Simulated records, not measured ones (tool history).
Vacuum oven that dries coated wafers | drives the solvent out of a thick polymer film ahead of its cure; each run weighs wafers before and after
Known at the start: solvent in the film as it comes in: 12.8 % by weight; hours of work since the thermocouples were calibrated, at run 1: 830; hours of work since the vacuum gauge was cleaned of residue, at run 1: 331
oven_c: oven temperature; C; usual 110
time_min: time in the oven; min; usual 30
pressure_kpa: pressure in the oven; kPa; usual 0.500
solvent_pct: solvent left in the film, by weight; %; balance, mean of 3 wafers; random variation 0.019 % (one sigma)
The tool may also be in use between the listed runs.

| run | hour | oven_c | time_min | pressure_kpa | hours of work since the thermocouples were calibrated | hours of work since the vacuum gauge was cleaned of residue | solvent_pct |
|---|---|---|---|---|---|---|---|
| 1 | 0.0 | 110 | 30 | 0.500 | 830 | 331 | 1.29 |
| 2 | 8.7 | 110 | 30 | 0.500 | 836 | 337 | 1.26 |
| 3 | 17.4 | 110 | 30 | 0.500 | 842 | 343 | 1.26 |
| 4 | 24.0 | 110 | 30 | 0.500 | 847 | 348 | 1.30 |
| 5 | 30.6 | 110 | 30 | 0.274 | 851 | 353 | 0.96 |
| 6 | 38.0 | 110 | 30 | 0.274 | 856 | 358 | 0.99 |
| 7 | 45.4 | 110 | 25 | 0.500 | 861 | 363 | 1.61 |
| 8 | 57.7 | 110 | 30 | 0.500 | 870 | 371 | 1.32 |
| 9 | 70.9 | 110 | 30 | 0.500 | 879 | 381 | 1.30 |
| 10 | 84.3 | 107 | 30 | 1.127 | 888 | 390 | 2.51 |
| 11 | 94.8 | 110 | 28 | 0.500 | 896 | 397 | 1.43 |
| 12 | 106.5 | 110 | 28 | 0.500 | 904 | 405 | 1.43 |
|  | 109.1 | vacuum gauge cleaned of residue and calibrated |
| 13 | 121.1 | 119 | 43 | 0.500 | 913 | 8 | 0.59 |
| 14 | 133.0 | 122 | 34 | 1.761 | 921 | 17 | 1.61 |
| 15 | 143.3 | 109 | 34 | 1.761 | 928 | 24 | 2.85 |
| 16 | 155.8 | 110 | 29 | 0.871 | 937 | 32 | 1.84 |
| 17 | 168.4 | 110 | 29 | 0.871 | 946 | 41 | 1.87 |
| 18 | 179.2 | 110 | 29 | 0.871 | 953 | 49 | 1.86 |

3 ways to go on from here, each from the tool as it stands after run 18. What would each give?
|  | 190.1 | vacuum gauge cleaned of residue and calibrated, once more |
| A | 194.1 | 116 | 44 | 0.500 | 962 | 3 | ? |
|  | 190.1 | vacuum gauge cleaned of residue and calibrated, once more |
| B | 194.1 | 110 | 44 | 0.500 | 962 | 3 | ? |
|  | 190.1 | vacuum gauge cleaned of residue and calibrated, once more |
| C | 194.1 | 116 | 39 | 0.317 | 962 | 3 | ? |

| run | solvent_pct |
|---|---|
| A | 0.56 |
| B | 0.80 |
| C | 0.38 |
Without the tool's hidden state the same runs would have given:
| run | solvent_pct |
|---|---|
| A | 0.54 |
| B | 0.75 |
| C | 0.35 |

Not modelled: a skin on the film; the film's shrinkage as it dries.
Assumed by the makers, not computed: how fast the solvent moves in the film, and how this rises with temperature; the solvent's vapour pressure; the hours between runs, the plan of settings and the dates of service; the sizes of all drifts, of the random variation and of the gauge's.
